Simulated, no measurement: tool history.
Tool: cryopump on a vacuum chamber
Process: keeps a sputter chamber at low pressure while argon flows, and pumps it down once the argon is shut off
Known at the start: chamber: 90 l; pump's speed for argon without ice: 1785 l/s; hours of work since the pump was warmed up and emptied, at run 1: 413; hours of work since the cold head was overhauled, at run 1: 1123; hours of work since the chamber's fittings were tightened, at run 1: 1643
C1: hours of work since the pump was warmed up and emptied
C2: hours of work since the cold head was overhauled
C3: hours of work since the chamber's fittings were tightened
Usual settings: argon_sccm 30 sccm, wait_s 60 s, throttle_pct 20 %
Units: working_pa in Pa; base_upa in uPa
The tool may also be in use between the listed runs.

run 1 hour=0 | argon_sccm=30 wait_s=60 throttle_pct=20 | C1=413 C2=1123 C3=1643 | working_pa=0.1461 base_upa=1.55
run 2 hour=31.3 | argon_sccm=30 wait_s=60 throttle_pct=20 | C1=427 C2=1137 C3=1657 | working_pa=0.1456 base_upa=1.62
run 3 hour=72.4 | argon_sccm=30 wait_s=30 throttle_pct=20 | C1=445 C2=1156 C3=1675 | working_pa=0.1456 base_upa=2.47
run 4 hour=104.6 | argon_sccm=30 wait_s=116 throttle_pct=20 | C1=459 C2=1170 C3=1690 | working_pa=0.1463 base_upa=1.2
run 5 hour=164.1 | argon_sccm=30 wait_s=116 throttle_pct=20 | C1=486 C2=1196 C3=1716 | working_pa=0.1462 base_upa=1.18
run 6 hour=211.6 | argon_sccm=30 wait_s=116 throttle_pct=20 | C1=507 C2=1217 C3=1737 | working_pa=0.1468 base_upa=1.24
run 7 hour=279.9 | argon_sccm=30 wait_s=116 throttle_pct=20 | C1=537 C2=1248 C3=1768 | working_pa=0.1472 base_upa=1.24
run 8 hour=343.9 | argon_sccm=30 wait_s=60 throttle_pct=20 | C1=565 C2=1276 C3=1796 | working_pa=0.1476 base_upa=1.63
run 9 hour=415.5 | argon_sccm=30 wait_s=60 throttle_pct=45 | C1=597 C2=1308 C3=1828 | working_pa=0.0684 base_upa=1.68
run 10 hour=455.2 | argon_sccm=30 wait_s=60 throttle_pct=45 | C1=615 C2=1326 C3=1845 | working_pa=0.0687 base_upa=1.65
run 11 hour=510.4 | argon_sccm=30 wait_s=60 throttle_pct=30 | C1=639 C2=1350 C3=1870 | working_pa=0.1007 base_upa=1.66
run 12 hour=575.9 | argon_sccm=30 wait_s=60 throttle_pct=30 | C1=668 C2=1379 C3=1899 | working_pa=0.1006 base_upa=1.75
run 13 hour=608.4 | argon_sccm=30 wait_s=60 throttle_pct=20 | C1=683 C2=1394 C3=1913 | working_pa=0.1483 base_upa=1.71
-- hour=649.1 pump warmed up, emptied and cooled again
run 14 hour=678.6 | argon_sccm=30 wait_s=60 throttle_pct=33 | C1=13 C2=1423 C3=1942 | working_pa=0.0859 base_upa=1.64
run 15 hour=739.2 | argon_sccm=30 wait_s=60 throttle_pct=20 | C1=40 C2=1450 C3=1969 | working_pa=0.142 base_upa=1.61
run 16 hour=791.8 | argon_sccm=30 wait_s=219 throttle_pct=20 | C1=63 C2=1473 C3=1993 | working_pa=0.1422 base_upa=1.05
run 17 hour=853.4 | argon_sccm=30 wait_s=219 throttle_pct=20 | C1=91 C2=1500 C3=2020 | working_pa=0.1431 base_upa=1.06

Forecast run 18:
run 18 hour=907.2 | argon_sccm=24 wait_s=64 throttle_pct=34 | C1=115 C2=1524 C3=2044 | working_pa=? base_upa=?

Run 18 gave working_pa 0.0681 Pa, base_upa 1.6 uPa.
Without the tool's hidden state the same run would have given working_pa 0.0672 Pa, base_upa 0.92 uPa.
